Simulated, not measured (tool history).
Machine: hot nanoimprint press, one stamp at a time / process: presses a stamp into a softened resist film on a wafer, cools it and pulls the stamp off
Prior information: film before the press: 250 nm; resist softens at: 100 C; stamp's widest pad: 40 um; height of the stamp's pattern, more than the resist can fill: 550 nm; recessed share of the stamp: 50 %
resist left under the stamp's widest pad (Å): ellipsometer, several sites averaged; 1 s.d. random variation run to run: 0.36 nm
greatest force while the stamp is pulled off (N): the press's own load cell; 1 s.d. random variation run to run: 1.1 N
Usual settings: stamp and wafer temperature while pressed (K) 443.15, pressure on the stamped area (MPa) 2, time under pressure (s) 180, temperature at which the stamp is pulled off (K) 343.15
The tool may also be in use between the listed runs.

run,hour,stamp and wafer temperature while pressed (K),pressure on the stamped area (MPa),time under pressure (s),temperature at which the stamp is pulled off (K),resist left under the stamp's widest pad (Å),greatest force while the stamp is pulled off (N)
1,0,443.15,2,180,343.15,1266,219
2,91.6,443.15,2,180,343.15,1256,225
# hour 105.4: stamp cleaned and given a new release coat
3,138.5,443.15,2,180,343.15,1253,207
# hour 193: plate thermocouple calibrated
4,234.9,443.15,2,180,343.15,1317,217
5,273.8,443.15,2,180,343.15,1316,223
# hour 354.8: stamp cleaned and given a new release coat
6,365.4,443.15,2,180,343.15,1304,209
# hour 410.6: press's hydraulic seals changed and the load cell set to zero
7,419.7,443.15,2,180,343.15,1263,213
8,460.5,443.15,2,180,343.15,1261,216
9,542.9,443.15,2,180,347.15,1251,201
# hour 609.3: stamp cleaned and given a new release coat
10,626.4,443.15,1.56,180,343.15,1366,207

Run 11 comes next. What will it give?
11,679.5,443.15,1.56,180,343.15,?,?

{"run 11": {"resist left under the stamp's widest pad (Å)": 1357, "greatest force while the stamp is pulled off (N)": 210}}
On a tool with no hidden condition, and with the same random variation, this run would have come out at resist left under the stamp's widest pad (Å) 1420, greatest force while the stamp is pulled off (N) 209.
